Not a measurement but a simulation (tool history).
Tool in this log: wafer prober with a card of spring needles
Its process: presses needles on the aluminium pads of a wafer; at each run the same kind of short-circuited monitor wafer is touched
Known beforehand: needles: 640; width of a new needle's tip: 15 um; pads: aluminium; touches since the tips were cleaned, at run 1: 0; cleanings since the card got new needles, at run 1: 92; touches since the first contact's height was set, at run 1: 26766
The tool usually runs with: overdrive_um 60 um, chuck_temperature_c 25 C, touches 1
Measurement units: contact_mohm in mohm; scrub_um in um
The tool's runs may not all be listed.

run   hour  overdrive_um  chuck_temperature_c  touches  touches since the tips were cleaned  cleanings since the card got new needles  touches since the first contact's height was set  contact_mohm  scrub_um
  1      0            60                   25        1                                    0                                        92                                             26766           217     10.11
       8.4  -- tips cleaned on abrasive film
      18.9  -- tips cleaned on abrasive film
  2   21.7            41                   25        1                                 1366                                        94                                             37124           251      6.78
        28  -- tips cleaned on abrasive film
      38.5  -- tips cleaned on abrasive film
      48.9  -- tips cleaned on abrasive film
  3   51.6            60                   25        1                                 1298                                        97                                             51341           231      9.97
      57.9  -- tips cleaned on abrasive film
      68.3  -- tips cleaned on abrasive film
      78.4  -- tips cleaned on abrasive film
  4   82.6            60                   25        2                                 2034                                       100                                             66129           227      9.89
      86.8  -- tips cleaned on abrasive film
      96.9  -- tips cleaned on abrasive film
  5  102.6            60                   25        2                                 2736                                       102                                             75666           232     10.06
     106.7  -- tips cleaned on abrasive film
     117.2  -- tips cleaned on abrasive film
     127.4  -- tips cleaned on abrasive film
  6  133.2            60                   25        2                                 2808                                       105                                             90273           235       9.9
     137.5  -- tips cleaned on abrasive film
     147.9  -- tips cleaned on abrasive film
     158.3  -- tips cleaned on abrasive film
  7    161            60                   25        1                                 1314                                       108                                            103487           231      9.74
     165.1  -- tips cleaned on abrasive film, once more
     175.6  -- tips cleaned on abrasive film
       184  -- tips cleaned on abrasive film
     194.4  -- tips cleaned on abrasive film
  8  202.2            60                   25        1                                 3788                                       112                                            123150           246      9.74
     204.4  -- tips cleaned on abrasive film
     214.5  -- tips cleaned on abrasive film
     224.9  -- tips cleaned on abrasive film
     235.3  -- tips cleaned on abrasive film
  9  241.2            60                   25        1                                 2820                                       116                                            141711           243      9.75
     245.5  -- tips cleaned on abrasive film
     255.3  -- tips cleaned on abrasive film
     265.4  -- tips cleaned on abrasive film
     275.7  -- tips cleaned on abrasive film
 10    277            55                   25        1                                  653                                       120                                            158768           232      8.85
     285.4  -- tips cleaned on abrasive film
     295.9  -- tips cleaned on abrasive film
 11  295.9            55                   25        1                                    0                                       122                                            167742           227      8.84
     306.2  -- tips cleaned on abrasive film
     316.7  -- tips cleaned on abrasive film
     327.2  -- tips cleaned on abrasive film
 12    330            55                   25        1                                 1356                                       125                                            184011           235      8.86
     336.3  -- tips cleaned on abrasive film
     346.3  -- tips cleaned on abrasive film
     356.8  -- tips cleaned on abrasive film
     367.3  -- tips cleaned on abrasive film
 13  373.3            60                   25        1                                 2889                                       129                                            204654           245      9.51
     377.5  -- tips cleaned on abrasive film
     383.9  -- height of the first contact set anew
     388.2  -- tips cleaned on abrasive film
     398.5  -- tips cleaned on abrasive film
       409  -- tips cleaned on abrasive film
 14  410.9            60                   25        1                                  910                                       133                                             12836           230     10.14
     419.3  -- tips cleaned on abrasive film
     429.7  -- tips cleaned on abrasive film
     439.8  -- tips cleaned on abrasive film
 15  445.4            46                   86        2                                 2672                                       136                                             29299           257      7.81
     449.6  -- tips cleaned on abrasive film
     459.9  -- tips cleaned on abrasive film
     470.3  -- tips cleaned on abrasive film
 16  470.3            46                   86        2                                    0                                       139                                             41129           248      7.61
     480.7  -- tips cleaned on abrasive film
     489.1  -- tips cleaned on abrasive film
 17  493.4            46                   86        2                                 2023                                       141                                             52143           257      7.61

Forecast run 18:
     499.1  -- tips cleaned on abrasive film
     509.5  -- tips cleaned on abrasive film
     519.9  -- tips cleaned on abrasive film
     530.1  -- tips cleaned on abrasive film
 18  530.1            46                   86        2                                    0                                       145                                             69657             ?         ?

contact_mohm: 241 mohm
scrub_um: 7.58 um
The same run, on a tool lacking any hidden state, would have yielded contact_mohm 232 mohm, scrub_um 7.77 um.
